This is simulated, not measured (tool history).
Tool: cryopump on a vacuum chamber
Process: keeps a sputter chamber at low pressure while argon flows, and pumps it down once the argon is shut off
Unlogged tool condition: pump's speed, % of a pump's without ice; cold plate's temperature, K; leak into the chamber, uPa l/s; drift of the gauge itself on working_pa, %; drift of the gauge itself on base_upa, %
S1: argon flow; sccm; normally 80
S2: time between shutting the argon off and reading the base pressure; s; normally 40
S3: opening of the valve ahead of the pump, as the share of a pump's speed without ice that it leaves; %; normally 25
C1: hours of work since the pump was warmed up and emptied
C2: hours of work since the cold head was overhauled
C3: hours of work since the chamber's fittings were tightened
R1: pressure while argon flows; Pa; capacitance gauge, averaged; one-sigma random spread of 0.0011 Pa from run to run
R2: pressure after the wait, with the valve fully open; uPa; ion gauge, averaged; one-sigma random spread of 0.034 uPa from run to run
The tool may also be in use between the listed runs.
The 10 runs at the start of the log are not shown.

Run 11, hour 112.9: usual settings but S2 24 s; C1 308; C2 308; C3 494. Result: R1 0.2550 Pa, R2 3.25 uPa.
Run 12, hour 127.4: usual settings; C1 318; C2 318; C3 504. Result: R1 0.2581 Pa, R2 2.13 uPa.
Run 13, hour 138.5: usual settings; C1 325; C2 325; C3 512. Result: R1 0.2570 Pa, R2 2.19 uPa.
Run 14, hour 149.6: usual settings; C1 333; C2 333; C3 520. Result: R1 0.2578 Pa, R2 2.21 uPa.
Run 15, hour 163.9: usual settings but S1 93 sccm; C1 343; C2 343; C3 530. Result: R1 0.2992 Pa, R2 2.17 uPa.
Run 16, hour 175.1: usual settings but S1 93 sccm; C1 351; C2 351; C3 538. Result: R1 0.2999 Pa, R2 2.14 uPa.
Run 17, hour 182.9: usual settings but S2 275 s; C1 356; C2 356; C3 543. Result: R1 0.2568 Pa, R2 0.72 uPa.
Run 18, hour 197.6: usual settings but S2 275 s; C1 366; C2 366; C3 553. Result: R1 0.2586 Pa, R2 0.68 uPa.
Run 19, hour 208.4: usual settings but S1 126 sccm, S2 59 s, S3 43 %; C1 374; C2 374; C3 561. Result: R1 0.2461 Pa, R2 1.63 uPa.
Run 20, hour 221.1: usual settings but S1 119 sccm; C1 383; C2 383; C3 570. Result: R1 0.3833 Pa, R2 2.16 uPa.
Run 21, hour 229.4: usual settings but S1 119 sccm, S2 74 s, S3 38 %; C1 388; C2 388; C3 575. Result: R1 0.2605 Pa, R2 1.37 uPa.
Run 22, hour 243.3: usual settings but S1 119 sccm, S2 47 s, S3 38 %; C1 398; C2 398; C3 585. Result: R1 0.2599 Pa, R2 1.98 uPa.
Run 23, hour 254.5: usual settings but S1 119 sccm, S2 47 s, S3 38 %; C1 406; C2 406; C3 593. Result: R1 0.2615 Pa, R2 1.92 uPa.
Run 24, hour 263.0: usual settings but S1 119 sccm, S2 47 s, S3 38 %; C1 412; C2 412; C3 599. Result: R1 0.2622 Pa, R2 1.93 uPa.
Run 25, hour 275.7: usual settings but S3 30 %; C1 421; C2 421; C3 607. Result: R1 0.2206 Pa, R2 2.24 uPa.
Run 26, hour 284.9: usual settings but S3 30 %; C1 427; C2 427; C3 614. Result: R1 0.2177 Pa, R2 2.23 uPa.

Estimate the outcome of run 27 from the log above:
Run 27, hour 299.6: usual settings but S1 83 sccm, S2 279 s, S3 32 %; C1 437; C2 437; C3 624. Result: R1 ?, R2 ?.

{"run 27": {"R1": 0.2165, "R2": 0.72}}
If the tool had no hidden condition, the same run with the same run-to-run variation would have returned R1 0.2007 Pa, R2 0.35 uPa.
